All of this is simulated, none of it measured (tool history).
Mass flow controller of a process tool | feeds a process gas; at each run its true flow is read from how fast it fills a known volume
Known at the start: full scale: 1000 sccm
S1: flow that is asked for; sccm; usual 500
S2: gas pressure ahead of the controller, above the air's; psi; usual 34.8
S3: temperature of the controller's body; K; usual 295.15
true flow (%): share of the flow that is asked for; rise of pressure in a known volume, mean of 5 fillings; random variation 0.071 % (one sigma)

Run 1, hour 0: usual settings. Result: true flow (%) 98.15.
Run 2, hour 144.1: usual settings but S1 313 sccm. Result: true flow (%) 96.85.
Run 3, hour 294.2: usual settings but S1 313 sccm. Result: true flow (%) 96.87.
Run 4, hour 517: usual settings but S1 313 sccm. Result: true flow (%) 96.78.
Run 5, hour 624.4: usual settings but S1 313 sccm. Result: true flow (%) 96.5.
Run 6, hour 756.5: usual settings but S1 313 sccm. Result: true flow (%) 96.59.
At hour 780.6: controller's zero set anew.
Run 7, hour 952.6: usual settings but S1 313 sccm. Result: true flow (%) 94.89.
Run 8, hour 1114.3: usual settings but S1 925 sccm, S3 311.15 K. Result: true flow (%) 97.57.
Run 9, hour 1318.6: usual settings but S1 925 sccm, S3 311.15 K. Result: true flow (%) 97.46.
Run 10, hour 1425.6: usual settings but S1 618 sccm, S2 32.5 psi, S3 312.15 K. Result: true flow (%) 96.3.
Run 11, hour 1555.8: usual settings but S1 657 sccm, S2 32.5 psi, S3 300.15 K. Result: true flow (%) 97.12.
Run 12, hour 1717.4: usual settings but S1 657 sccm, S2 22.2 psi, S3 300.15 K. Result: true flow (%) 96.84.

4 ways to go on from here, each from the tool as it stands after run 12. What would each give?
Run A, hour 1967.9: usual settings but S1 239 sccm, S2 22.2 psi, S3 300.15 K. Result: true flow (%) ?.
Run B, hour 1967.9: usual settings but S1 374 sccm, S2 22.2 psi, S3 304.15 K. Result: true flow (%) ?.
Run C, hour 1967.9: usual settings but S1 288 sccm, S2 35.1 psi, S3 308.15 K. Result: true flow (%) ?.
Run D, hour 1967.9: usual settings but S1 375 sccm, S3 306.15 K. Result: true flow (%) ?.

run  true flow (%)
  A           92.1
  B          94.47
  C          93.05
  D          94.69
Without the tool's hidden state the same runs would have given:
run  true flow (%)
  A          99.31
  B          99.21
  C           99.1
  D          99.42
